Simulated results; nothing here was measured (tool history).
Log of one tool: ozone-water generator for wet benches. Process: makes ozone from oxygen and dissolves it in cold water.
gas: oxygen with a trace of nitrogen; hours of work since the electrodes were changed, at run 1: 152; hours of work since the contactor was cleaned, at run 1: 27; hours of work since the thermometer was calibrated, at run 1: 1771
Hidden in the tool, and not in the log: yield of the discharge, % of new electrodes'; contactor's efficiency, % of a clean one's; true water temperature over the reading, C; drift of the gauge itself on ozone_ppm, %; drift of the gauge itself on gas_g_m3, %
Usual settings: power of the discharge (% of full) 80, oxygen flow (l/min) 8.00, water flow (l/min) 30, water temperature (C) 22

run   hour  power of the discharge (% of full)  oxygen flow (l/min)  water flow (l/min)  water temperature (C)  hours of work since the electrodes were changed  hours of work since the contactor was cleaned  hours of work since the thermometer was calibrated  dissolved ozone (ppm)  ozone in the gas ahead of the water (g/m3)
  1    0.0                                  80                 8.00                  30                     22                                              152                                             27                                                1771                   27.1                                       279.2
  2   27.7                                  80                 8.00                  30                     22                                              173                                             48                                                1793                   27.1                                       281.2
  3   58.3                                  80                 8.00                  30                     22                                              197                                             71                                                1816                   26.8                                       280.9
  4  100.4                                  80                 8.00                  30                     26                                              230                                            104                                                1849                   25.3                                       278.8
  5  133.7                                  80                 8.00                  30                     26                                              255                                            130                                                1875                   25.7                                       281.5
  6  154.9                                  80                 8.00                  30                     26                                              272                                            146                                                1891                   25.3                                       278.3
  7  172.4                                  80                 8.00                  30                     26                                              285                                            159                                                1904                   25.5                                       278.9
  8  196.3                                  80                 8.00                  30                     26                                              303                                            178                                                1923                   25.4                                       277.5
  9  219.7                                  80                 8.00                  30                     26                                              322                                            196                                                1941                   25.6                                       281.0
 10  261.3                                  80                 4.70                  39                     22                                              354                                            228                                                1973                   19.0                                       340.9
     267.9  -- contactor cleaned
 11  283.9                                  80                 4.70                  39                     22                                              368                                             12                                                1987                   19.2                                       338.7
 12  318.0                                  87                 8.00                  30                     22                                              394                                             39                                                2014                   28.9                                       297.7
 13  336.1                                  87                 8.00                  30                     22                                              408                                             53                                                2028                   28.6                                       295.8
 14  359.1                                  80                10.67                  30                     19                                              426                                             70                                                2045                   29.0                                       249.8
     372.6  -- contactor cleaned, once more
 15  391.4                                  80                 5.54                  30                     16                                              448                                             15                                                2067                   26.9                                       314.2
 16  423.3                                  99                 9.74                  30                     25                                              472                                             39                                                2092                   30.7                                       305.7
 17  445.3                                  50                 4.66                  36                     22                                              489                                             56                                                2109                   14.1                                       234.2

Forecast each of these 4 alternatives for the next run:
  A  471.8                                  78                 4.66                  33                     22                                              510                                             77                                                2129                      ?                                           ?
  B  471.8                                  50                 6.97                  25                     22                                              510                                             77                                                2129                      ?                                           ?
  C  471.8                                  80                 4.41                  30                     21                                              510                                             77                                                2129                      ?                                           ?
  D  471.8                                  50                10.22                  36                     21                                              510                                             77                                                2129                      ?                                           ?

run  dissolved ozone (ppm)  ozone in the gas ahead of the water (g/m3)
  A                   21.8                                       332.7
  B                   21.0                                       203.0
  C                   23.9                                       342.6
  D                   17.5                                       175.9
Without the tool's hidden state the same runs would have given:
run  dissolved ozone (ppm)  ozone in the gas ahead of the water (g/m3)
  A                   22.2                                       336.9
  B                   21.4                                       204.8
  C                   24.3                                       347.0
  D                   17.7                                       177.4
